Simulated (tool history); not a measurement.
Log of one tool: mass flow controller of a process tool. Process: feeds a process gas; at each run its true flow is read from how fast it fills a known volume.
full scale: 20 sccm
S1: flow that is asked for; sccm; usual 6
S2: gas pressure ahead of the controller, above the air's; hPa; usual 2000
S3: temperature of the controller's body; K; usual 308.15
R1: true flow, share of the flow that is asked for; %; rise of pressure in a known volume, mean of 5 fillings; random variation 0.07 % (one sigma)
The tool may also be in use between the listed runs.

run    hour  S1    S2      S3      R1
  1     0.0   6  2000  308.15  105.19
  2    77.8   6  2000  308.15  105.19
  3   151.0   6  2000  308.15  105.12
  4   201.9   6  2000  310.15  105.31
  5   268.9   6  2000  310.15  105.54
  6   355.8   6  2000  310.15  105.45
  7   431.3   6  2000  310.15  105.65
  8   532.3   6  2000  308.15  105.31
  9   640.8  14  2000  308.15  104.46
 10   692.8   6  2000  308.15  105.60
 11   751.2   6  2000  308.15  105.57
 12   814.9   6  2000  308.15  105.53
 13   928.3  12  2000  308.15  104.61
 14   999.6   6  2000  308.15  105.63
 15  1087.0  12  2000  308.15  104.61
 16  1151.1   6  2480  308.15  105.68
 17  1202.8   6  2000  308.15  105.94
 18  1314.7   6  2000  308.15  105.78
 19  1380.1   6  2000  308.15  106.01
 20  1426.2   6  2750  308.15  105.73
 21  1528.4   6  2750  308.15  105.91
 22  1620.2   6  2750  308.15  105.92
 23  1727.7   3  2750  308.15  109.33
 24  1787.9  11  2000  308.15  105.06
 25  1867.3  11  2000  308.15  105.14
 26  1937.5   6  1810  302.15  105.85
 27  2046.1   6  1810  302.15  105.91
 28  2110.2   6  1810  302.15  105.87
 29  2187.8   2  2480  295.15  112.63

The next listed run, before its measurement:
 30  2251.5   3  1540  298.15   ?

R1: 109.31 %
Without the tool's hidden state the same run would have given R1 98.32 %.
